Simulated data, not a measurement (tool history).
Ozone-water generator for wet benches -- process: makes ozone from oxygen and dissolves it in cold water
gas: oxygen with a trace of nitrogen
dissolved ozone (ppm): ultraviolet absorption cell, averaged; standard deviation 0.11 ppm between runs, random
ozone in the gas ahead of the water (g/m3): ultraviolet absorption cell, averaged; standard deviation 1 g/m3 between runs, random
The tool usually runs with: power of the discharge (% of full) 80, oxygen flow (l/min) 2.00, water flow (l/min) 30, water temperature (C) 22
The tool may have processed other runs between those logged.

run	hour	power of the discharge (% of full)	oxygen flow (l/min)	water flow (l/min)	water temperature (C)	dissolved ozone (ppm)	ozone in the gas ahead of the water (g/m3)
1	0.0	80	2.00	30	22	6.5	172.2
2	46.2	80	2.00	30	22	6.6	171.1
3	113.7	80	1.02	30	22	5.3	246.2
4	170.5	80	1.02	30	22	5.1	244.7
5	235.9	80	2.00	30	22	6.5	169.8
6	312.6	80	2.00	30	22	6.5	171.6
7	362.7	80	2.00	30	22	6.4	169.3
8	453.6	80	2.00	30	22	6.5	170.3
9	534.9	56	2.00	30	22	5.0	125.6
# hour 575.9: contactor cleaned
10	630.8	56	2.00	30	22	5.2	124.0
11	732.4	80	3.00	30	22	7.5	135.7
# hour 798.3: water thermometer calibrated
12	818.1	80	2.00	30	22	7.2	168.7
13	895.9	80	2.00	30	22	7.0	167.7
14	997.9	80	2.00	30	22	7.0	166.7
15	1074.0	80	1.56	26	22	7.7	190.5
16	1158.6	80	1.56	26	22	7.6	190.1
17	1223.9	80	1.56	39	14	4.9	188.9
18	1315.7	80	1.56	39	14	4.9	189.3
19	1379.5	92	1.56	34	14	6.3	212.0
20	1474.4	80	2.00	30	22	6.9	166.2
21	1518.9	65	2.00	25	22	7.0	137.9
22	1567.5	50	2.81	30	22	5.1	92.7
23	1645.4	80	2.26	44	22	4.5	155.8
24	1747.7	80	2.80	30	22	7.2	136.6
25	1848.0	80	1.36	46	22	3.5	200.3
26	1924.7	79	2.14	28	15	7.5	155.3
27	1992.4	84	2.00	39	22	5.3	170.9
28	2053.6	80	2.00	40	22	4.7	163.4

3 options for the next run, each taken on its own from the tool as it stands now. Forecast them:
A	2125.1	80	2.00	34	22	?	?
B	2125.1	82	3.14	34	22	?	?
C	2125.1	73	2.00	27	22	?	?

run	dissolved ozone (ppm)	ozone in the gas ahead of the water (g/m3)
A	5.6	161.5
B	6.6	129.9
C	7.2	151.6
Stripped of hidden state, with their random variation kept, the same runs would have yielded:
run	dissolved ozone (ppm)	ozone in the gas ahead of the water (g/m3)
A	6.5	182.5
B	7.6	147.2
C	8.2	169.8
